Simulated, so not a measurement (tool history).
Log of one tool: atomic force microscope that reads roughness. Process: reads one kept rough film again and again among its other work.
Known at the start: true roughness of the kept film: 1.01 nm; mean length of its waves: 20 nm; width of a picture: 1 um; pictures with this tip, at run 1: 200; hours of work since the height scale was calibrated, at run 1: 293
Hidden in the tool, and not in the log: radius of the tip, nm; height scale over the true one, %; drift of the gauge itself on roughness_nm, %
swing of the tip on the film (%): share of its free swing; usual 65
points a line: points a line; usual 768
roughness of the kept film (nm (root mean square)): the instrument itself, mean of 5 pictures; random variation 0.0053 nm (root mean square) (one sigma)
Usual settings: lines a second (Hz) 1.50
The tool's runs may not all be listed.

run	hour	lines a second (Hz)	swing of the tip on the film (%)	points a line	pictures with this tip	hours of work since the height scale was calibrated	roughness of the kept film (nm (root mean square))
1	0.0	1.50	65	768	200	293	0.702
2	7.0	1.50	65	768	215	298	0.682
3	15.1	1.50	65	768	232	303	0.675
4	27.1	1.50	65	604	258	311	0.667
5	38.6	1.50	65	604	283	318	0.660
# hour 47.5: new tip fitted
6	51.9	1.50	65	609	9	327	0.839
7	58.4	1.50	65	609	23	331	0.810
8	66.1	1.19	65	768	40	336	0.825
# hour 67.8: height scale calibrated on a step standard
9	82.0	1.50	65	768	72	9	0.795
10	89.8	3.64	65	768	89	14	0.716
11	96.4	3.64	65	768	103	18	0.707
12	103.4	3.64	65	768	118	23	0.710
13	109.8	2.66	65	768	131	27	0.725
14	116.0	2.66	65	768	145	31	0.715
15	126.4	1.12	64	672	167	38	0.734
# hour 135.9: height scale calibrated on a step standard, once more
16	139.0	1.12	64	672	192	2	0.730
17	150.3	1.31	64	672	216	9	0.710
18	160.5	1.31	64	672	238	16	0.707
19	170.8	1.80	63	264	260	22	0.662
20	177.1	1.80	66	602	274	27	0.671
21	184.1	0.93	65	319	289	31	0.668
# hour 189.4: new tip fitted
22	192.0	0.93	65	319	6	36	0.854
23	204.9	0.73	59	768	33	44	0.874
24	215.5	1.95	65	768	56	51	0.798
25	230.8	1.95	65	768	89	61	0.776
26	239.3	1.95	56	858	107	66	0.787
27	246.1	1.50	68	768	122	71	0.750

Forecast each of these 4 alternatives for the next run:
A	259.7	1.50	68	361	151	80	?
B	259.7	2.19	69	586	151	80	?
C	259.7	0.79	57	728	151	80	?
D	259.7	3.01	68	768	151	80	?

run	roughness of the kept film (nm (root mean square))
A	0.732
B	0.701
C	0.766
D	0.679
Without the tool's hidden state the same runs would have given:
run	roughness of the kept film (nm (root mean square))
A	0.844
B	0.810
C	0.884
D	0.786
